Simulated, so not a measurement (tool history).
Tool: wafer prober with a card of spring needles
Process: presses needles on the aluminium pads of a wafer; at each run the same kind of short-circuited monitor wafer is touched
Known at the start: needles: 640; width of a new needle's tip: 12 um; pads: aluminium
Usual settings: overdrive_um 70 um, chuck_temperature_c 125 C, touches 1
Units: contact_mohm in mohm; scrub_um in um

run 1 day=0 | overdrive_um=70 chuck_temperature_c=125 touches=1 | contact_mohm=161 scrub_um=16.34
-- day=0.333 tips cleaned on abrasive film
run 2 day=0.358 | overdrive_um=70 chuck_temperature_c=125 touches=1 | contact_mohm=138 scrub_um=16.36
run 3 day=0.767 | overdrive_um=70 chuck_temperature_c=32 touches=1 | contact_mohm=158 scrub_um=16.33
-- day=1.046 tips cleaned on abrasive film
run 4 day=1.383 | overdrive_um=70 chuck_temperature_c=32 touches=1 | contact_mohm=155 scrub_um=16.3
-- day=1.746 tips cleaned on abrasive film
run 5 day=2.025 | overdrive_um=70 chuck_temperature_c=32 touches=1 | contact_mohm=149 scrub_um=16.35
-- day=2.467 tips cleaned on abrasive film
run 6 day=2.829 | overdrive_um=70 chuck_temperature_c=125 touches=1 | contact_mohm=167 scrub_um=16.23
-- day=3.179 tips cleaned on abrasive film
run 7 day=3.412 | overdrive_um=70 chuck_temperature_c=125 touches=1 | contact_mohm=158 scrub_um=16.18
-- day=3.9 tips cleaned on abrasive film
run 8 day=4.1 | overdrive_um=70 chuck_temperature_c=125 touches=1 | contact_mohm=154 scrub_um=16.27
-- day=4.6 tips cleaned on abrasive film
run 9 day=4.825 | overdrive_um=70 chuck_temperature_c=125 touches=1 | contact_mohm=155 scrub_um=16.22
-- day=4.938 height of the first contact set anew
run 10 day=5.254 | overdrive_um=70 chuck_temperature_c=125 touches=1 | contact_mohm=174 scrub_um=16.6
-- day=5.3 tips cleaned on abrasive film
run 11 day=5.838 | overdrive_um=70 chuck_temperature_c=125 touches=1 | contact_mohm=170 scrub_um=16.59
-- day=5.992 tips cleaned on abrasive film
run 12 day=6.262 | overdrive_um=70 chuck_temperature_c=125 touches=1 | contact_mohm=159 scrub_um=16.46
-- day=6.708 tips cleaned on abrasive film
run 13 day=6.925 | overdrive_um=70 chuck_temperature_c=104 touches=1 | contact_mohm=156 scrub_um=16.48
-- day=7.425 tips cleaned on abrasive film
run 14 day=7.471 | overdrive_um=70 chuck_temperature_c=125 touches=1 | contact_mohm=141 scrub_um=16.45
run 15 day=7.946 | overdrive_um=70 chuck_temperature_c=125 touches=1 | contact_mohm=172 scrub_um=16.51
-- day=8.146 tips cleaned on abrasive film
run 16 day=8.688 | overdrive_um=51 chuck_temperature_c=125 touches=1 | contact_mohm=206 scrub_um=12.02
-- day=8.867 tips cleaned on abrasive film
run 17 day=9.496 | overdrive_um=78 chuck_temperature_c=33 touches=2 | contact_mohm=141 scrub_um=18.3
-- day=9.571 tips cleaned on abrasive film
run 18 day=10.05 | overdrive_um=57 chuck_temperature_c=125 touches=1 | contact_mohm=189 scrub_um=13.34
-- day=10.25 tips cleaned on abrasive film
run 19 day=10.758 | overdrive_um=62 chuck_temperature_c=125 touches=1 | contact_mohm=181 scrub_um=14.6
-- day=10.992 tips cleaned on abrasive film
run 20 day=11.5 | overdrive_um=53 chuck_temperature_c=125 touches=2 | contact_mohm=173 scrub_um=12.42
-- day=11.721 tips cleaned on abrasive film
run 21 day=11.917 | overdrive_um=54 chuck_temperature_c=72 touches=2 | contact_mohm=150 scrub_um=12.65
run 22 day=12.312 | overdrive_um=54 chuck_temperature_c=72 touches=2 | contact_mohm=169 scrub_um=12.63
-- day=12.421 tips cleaned on abrasive film
run 23 day=12.846 | overdrive_um=65 chuck_temperature_c=111 touches=3 | contact_mohm=146 scrub_um=15.23
-- day=13.158 tips cleaned on abrasive film
run 24 day=13.404 | overdrive_um=65 chuck_temperature_c=111 touches=3 | contact_mohm=142 scrub_um=15.35
-- day=13.896 tips cleaned on abrasive film
run 25 day=14.158 | overdrive_um=67 chuck_temperature_c=125 touches=1 | contact_mohm=161 scrub_um=15.67
-- day=14.638 tips cleaned on abrasive film
run 26 day=14.696 | overdrive_um=70 chuck_temperature_c=45 touches=1 | contact_mohm=131 scrub_um=16.35
run 27 day=15.271 | overdrive_um=85 chuck_temperature_c=45 touches=1 | contact_mohm=155 scrub_um=19.92
-- day=15.329 tips cleaned on abrasive film
run 28 day=15.696 | overdrive_um=70 chuck_temperature_c=50 touches=1 | contact_mohm=161 scrub_um=16.36
-- day=16.05 tips cleaned on abrasive film
run 29 day=16.3 | overdrive_um=79 chuck_temperature_c=47 touches=1 | contact_mohm=145 scrub_um=18.54
-- day=16.75 tips cleaned on abrasive film
run 30 day=16.85 | overdrive_um=75 chuck_temperature_c=106 touches=2 | contact_mohm=138 scrub_um=17.62
-- day=17.458 tips cleaned on abrasive film
run 31 day=17.658 | overdrive_um=75 chuck_temperature_c=106 touches=2 | contact_mohm=140 scrub_um=17.44
-- day=18.171 tips cleaned on abrasive film
run 32 day=18.179 | overdrive_um=70 chuck_temperature_c=106 touches=2 | contact_mohm=133 scrub_um=16.24

Forecast each of these 5 alternatives for the next run:
run A day=18.829 | overdrive_um=86 chuck_temperature_c=94 touches=1 | contact_mohm=? scrub_um=?
run B day=18.829 | overdrive_um=87 chuck_temperature_c=106 touches=2 | contact_mohm=? scrub_um=?
run C day=18.829 | overdrive_um=70 chuck_temperature_c=27 touches=2 | contact_mohm=? scrub_um=?
run D day=18.829 | overdrive_um=80 chuck_temperature_c=108 touches=1 | contact_mohm=? scrub_um=?
run E day=18.829 | overdrive_um=69 chuck_temperature_c=54 touches=1 | contact_mohm=? scrub_um=?

run=A contact_mohm=159 scrub_um=20.17
run=B contact_mohm=150 scrub_um=20.22
run=C contact_mohm=153 scrub_um=16.3
run=D contact_mohm=166 scrub_um=18.65
run=E contact_mohm=176 scrub_um=16.11
Without the tool's hidden state the same runs would have given:
run=A contact_mohm=124 scrub_um=20.43
run=B contact_mohm=129 scrub_um=20.47
run=C contact_mohm=120 scrub_um=16.55
run=D contact_mohm=127 scrub_um=18.9
run=E contact_mohm=122 scrub_um=16.36
